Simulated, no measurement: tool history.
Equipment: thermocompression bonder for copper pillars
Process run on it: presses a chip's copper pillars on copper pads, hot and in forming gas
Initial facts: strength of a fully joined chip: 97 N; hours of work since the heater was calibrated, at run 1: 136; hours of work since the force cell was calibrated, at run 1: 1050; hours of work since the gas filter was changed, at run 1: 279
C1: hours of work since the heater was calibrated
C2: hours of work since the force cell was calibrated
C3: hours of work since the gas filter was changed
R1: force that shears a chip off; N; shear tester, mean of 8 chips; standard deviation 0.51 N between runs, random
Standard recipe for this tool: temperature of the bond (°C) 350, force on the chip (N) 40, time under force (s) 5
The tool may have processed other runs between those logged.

Run 1, hour 0.0: usual settings; C1 136; C2 1050; C3 279. Result: R1 42.1 N.
Run 2, hour 34.0: usual settings; C1 157; C2 1071; C3 300. Result: R1 41.4 N.
At hour 52.8: forming gas filter changed.
Run 3, hour 85.7: usual settings but force on the chip (N) 60; C1 189; C2 1103; C3 21. Result: R1 58.1 N.
Run 4, hour 107.5: usual settings but force on the chip (N) 30; C1 203; C2 1116; C3 34. Result: R1 35.9 N.
Run 5, hour 155.9: usual settings but force on the chip (N) 30; C1 233; C2 1147; C3 64. Result: R1 35.5 N.
Run 6, hour 209.4: usual settings but force on the chip (N) 30; C1 267; C2 1180; C3 98. Result: R1 35.2 N.
Run 7, hour 248.6: usual settings; C1 291; C2 1204; C3 122. Result: R1 44.2 N.
Run 8, hour 291.5: usual settings; C1 318; C2 1231; C3 149. Result: R1 43.9 N.
Run 9, hour 322.4: usual settings but temperature of the bond (°C) 337; C1 337; C2 1250; C3 168. Result: R1 38.7 N.
Run 10, hour 369.4: usual settings but temperature of the bond (°C) 337, time under force (s) 3; C1 366; C2 1280; C3 198. Result: R1 33.4 N.
Run 11, hour 419.6: usual settings but temperature of the bond (°C) 337, force on the chip (N) 38, time under force (s) 3; C1 398; C2 1311; C3 229. Result: R1 31.6 N.
At hour 424.5: force cell calibrated.
Run 12, hour 471.3: usual settings but temperature of the bond (°C) 337, force on the chip (N) 38, time under force (s) 3; C1 429; C2 29; C3 260. Result: R1 30.3 N.
Run 13, hour 518.3: usual settings but temperature of the bond (°C) 337, force on the chip (N) 38, time under force (s) 3; C1 459; C2 59; C3 290. Result: R1 31.2 N.
At hour 529.2: force cell calibrated, once more.
Run 14, hour 547.7: usual settings but temperature of the bond (°C) 337, force on the chip (N) 38, time under force (s) 4; C1 476; C2 12; C3 307. Result: R1 32.9 N.
At hour 552.0: forming gas filter changed.
Run 15, hour 583.7: usual settings but temperature of the bond (°C) 337, force on the chip (N) 38, time under force (s) 4; C1 498; C2 34; C3 20. Result: R1 35.5 N.
Run 16, hour 606.0: usual settings; C1 512; C2 48; C3 34. Result: R1 44.1 N.
Run 17, hour 631.0: usual settings; C1 528; C2 63; C3 49. Result: R1 44.6 N.
Run 18, hour 655.7: usual settings; C1 543; C2 79; C3 65. Result: R1 44.2 N.
Run 19, hour 700.9: usual settings; C1 571; C2 107; C3 93. Result: R1 44.8 N.
Run 20, hour 744.4: usual settings; C1 598; C2 134; C3 120. Result: R1 44.7 N.
Run 21, hour 770.5: usual settings but force on the chip (N) 39, time under force (s) 10; C1 615; C2 150; C3 136. Result: R1 54.9 N.
Run 22, hour 792.2: usual settings but temperature of the bond (°C) 323, force on the chip (N) 26, time under force (s) 7; C1 628; C2 164; C3 150. Result: R1 28.5 N.
Run 23, hour 837.8: usual settings but temperature of the bond (°C) 323, force on the chip (N) 26, time under force (s) 7; C1 657; C2 192; C3 178. Result: R1 29.3 N.
Run 24, hour 863.0: usual settings but force on the chip (N) 60; C1 672; C2 208; C3 194. Result: R1 58.3 N.
Run 25, hour 910.2: usual settings but force on the chip (N) 60; C1 702; C2 237; C3 224. Result: R1 58.4 N.
Run 26, hour 937.7: usual settings but temperature of the bond (°C) 366, force on the chip (N) 30; C1 719; C2 255; C3 241. Result: R1 40.7 N.
Run 27, hour 971.6: usual settings but temperature of the bond (°C) 366, force on the chip (N) 30; C1 740; C2 276; C3 262. Result: R1 40.3 N.
Run 28, hour 1022.8: usual settings but temperature of the bond (°C) 373, force on the chip (N) 59; C1 772; C2 308; C3 294. Result: R1 65.5 N.
At hour 1050.9: forming gas filter changed.
Run 29, hour 1062.6: usual settings but temperature of the bond (°C) 373, force on the chip (N) 59; C1 797; C2 332; C3 7. Result: R1 68.9 N.
Run 30, hour 1093.8: usual settings but temperature of the bond (°C) 373, force on the chip (N) 59; C1 816; C2 352; C3 27. Result: R1 68.2 N.
Run 31, hour 1120.1: usual settings but temperature of the bond (°C) 373, force on the chip (N) 33; C1 833; C2 368; C3 43. Result: R1 48.4 N.
Run 32, hour 1167.9: usual settings but temperature of the bond (°C) 373, force on the chip (N) 33; C1 862; C2 398; C3 73. Result: R1 47.7 N.
Run 33, hour 1192.3: usual settings but temperature of the bond (°C) 373, force on the chip (N) 33; C1 878; C2 413; C3 88. Result: R1 47.2 N.
Run 34, hour 1238.7: usual settings but temperature of the bond (°C) 373, force on the chip (N) 33; C1 907; C2 442; C3 117. Result: R1 47.8 N.
Run 35, hour 1283.5: usual settings but temperature of the bond (°C) 374, force on the chip (N) 29, time under force (s) 6; C1 935; C2 470; C3 145. Result: R1 47.0 N.

Hidden condition of the tool, last listed run before each entry between runs versus first listed run after:
Run 2 -> run 3: forming gas filter changed (hour 52.8)
  true temperature of the bond over the reading, C: 2.1 -> 2.5; force that reaches the chip, % of what is set: 104.3 -> 104.4; oxide that the forming gas leaves, % of the face: 5.85 -> 0.93
  measured result minus the result with no hidden state, R1: -0.2 -> +2.3 N
Run 11 -> run 12: force cell calibrated (hour 424.5)
  true temperature of the bond over the reading, C: 5 -> 5.3; force that reaches the chip, % of what is set: 105.1 -> 106; oxide that the forming gas leaves, % of the face: 4.32 -> 4.82
  measured result minus the result with no hidden state, R1: +1.5 -> +1.7 N
Run 13 -> run 14: force cell calibrated, once more (hour 529.2)
  true temperature of the bond over the reading, C: 5.7 -> 5.9; force that reaches the chip, % of what is set: 106.1 -> 100.4; oxide that the forming gas leaves, % of the face: 5.32 -> 5.58
  measured result minus the result with no hidden state, R1: +1.6 -> +0.2 N
Run 14 -> run 15: forming gas filter changed (hour 552.0)
  true temperature of the bond over the reading, C: 5.9 -> 6.2; force that reaches the chip, % of what is set: 100.4 -> 100.5; oxide that the forming gas leaves, % of the face: 5.58 -> 0.96
  measured result minus the result with no hidden state, R1: +0.2 -> +1.9 N
Run 28 -> run 29: forming gas filter changed (hour 1050.9)
  true temperature of the bond over the reading, C: 9.4 -> 9.7; oxide that the forming gas leaves, % of the face: 5.26 -> 0.72
  measured result minus the result with no hidden state, R1: +0.7 -> +3.9 N

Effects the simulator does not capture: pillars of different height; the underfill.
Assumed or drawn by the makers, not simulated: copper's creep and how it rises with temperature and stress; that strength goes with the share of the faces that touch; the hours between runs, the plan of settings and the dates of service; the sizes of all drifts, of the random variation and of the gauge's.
